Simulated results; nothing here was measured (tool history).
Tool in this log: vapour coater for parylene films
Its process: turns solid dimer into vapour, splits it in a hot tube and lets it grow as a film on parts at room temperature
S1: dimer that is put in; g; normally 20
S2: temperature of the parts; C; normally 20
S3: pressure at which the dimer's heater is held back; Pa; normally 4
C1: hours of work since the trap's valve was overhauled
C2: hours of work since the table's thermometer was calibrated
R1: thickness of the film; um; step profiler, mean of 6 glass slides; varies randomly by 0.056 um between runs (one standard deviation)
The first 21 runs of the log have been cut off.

run 22 hour=309.1 | S1=20 S2=20 S3=9.26 | C1=196 C2=655 | R1=13.53
run 23 hour=323.5 | S1=20 S2=20 S3=2.71 | C1=207 C2=666 | R1=16.26
run 24 hour=343.9 | S1=32 S2=20 S3=4 | C1=222 C2=681 | R1=24.62
run 25 hour=352.6 | S1=27 S2=21 S3=2.25 | C1=229 C2=687 | R1=21.86
run 26 hour=366.5 | S1=27 S2=21 S3=2.25 | C1=239 C2=698 | R1=21.75
run 27 hour=375 | S1=18 S2=32 S3=4.43 | C1=246 C2=704 | R1=9.05
run 28 hour=391.2 | S1=20 S2=13 S3=2.47 | C1=258 C2=717 | R1=20.66
run 29 hour=410.4 | S1=19 S2=13 S3=3.07 | C1=273 C2=731 | R1=19.04
run 30 hour=426.1 | S1=19 S2=13 S3=3.07 | C1=284 C2=743 | R1=19
run 31 hour=436.1 | S1=8 S2=22 S3=2.35 | C1=292 C2=751 | R1=6.17
run 32 hour=455.7 | S1=20 S2=14 S3=4.02 | C1=307 C2=765 | R1=18.41
-- hour=466.6 trap's valve overhauled
run 33 hour=470.3 | S1=32 S2=20 S3=8.76 | C1=3 C2=773 | R1=21.55
run 34 hour=481.3 | S1=35 S2=20 S3=4 | C1=11 C2=782 | R1=26.53
run 35 hour=498.3 | S1=35 S2=20 S3=4 | C1=24 C2=795 | R1=26.45
run 36 hour=516.6 | S1=20 S2=21 S3=2.35 | C1=38 C2=809 | R1=15.77
run 37 hour=534.5 | S1=20 S2=21 S3=2.35 | C1=51 C2=822 | R1=15.81
run 38 hour=544.5 | S1=10 S2=27 S3=3.09 | C1=59 C2=830 | R1=6.2
run 39 hour=560.9 | S1=9 S2=20 S3=4 | C1=71 C2=842 | R1=6.78
-- hour=567.6 gauge calibrated
run 40 hour=574.7 | S1=15 S2=20 S3=7.8 | C1=82 C2=852 | R1=10.5
run 41 hour=594.9 | S1=15 S2=20 S3=7.8 | C1=97 C2=868 | R1=10.5
run 42 hour=605.8 | S1=10 S2=20 S3=8.62 | C1=105 C2=876 | R1=6.82
run 43 hour=615.7 | S1=10 S2=20 S3=8.62 | C1=113 C2=883 | R1=6.82
run 44 hour=630.3 | S1=10 S2=20 S3=8.62 | C1=124 C2=894 | R1=6.86
run 45 hour=646.9 | S1=10 S2=20 S3=8.62 | C1=136 C2=907 | R1=6.84
run 46 hour=660.2 | S1=10 S2=20 S3=2.1 | C1=146 C2=917 | R1=8.38

Consider 5 possible next runs. They are alternatives, not a sequence: every one starts from the tool as it was left by run 46. What does each give?
run A hour=668.5 | S1=29 S2=28 S3=9.01 | C1=153 C2=923 | R1=?
run B hour=668.5 | S1=18 S2=22 S3=4 | C1=153 C2=923 | R1=?
run C hour=668.5 | S1=16 S2=20 S3=2.1 | C1=153 C2=923 | R1=?
run D hour=668.5 | S1=17 S2=20 S3=2.1 | C1=153 C2=923 | R1=?
run E hour=668.5 | S1=10 S2=26 S3=4.72 | C1=153 C2=923 | R1=?

run=A R1=15.09
run=B R1=12.88
run=C R1=13.41
run=D R1=14.26
run=E R1=6.08
Without the tool's hidden state the same runs would have given:
run=A R1=15.22
run=B R1=12.99
run=C R1=13.52
run=D R1=14.38
run=E R1=6.13
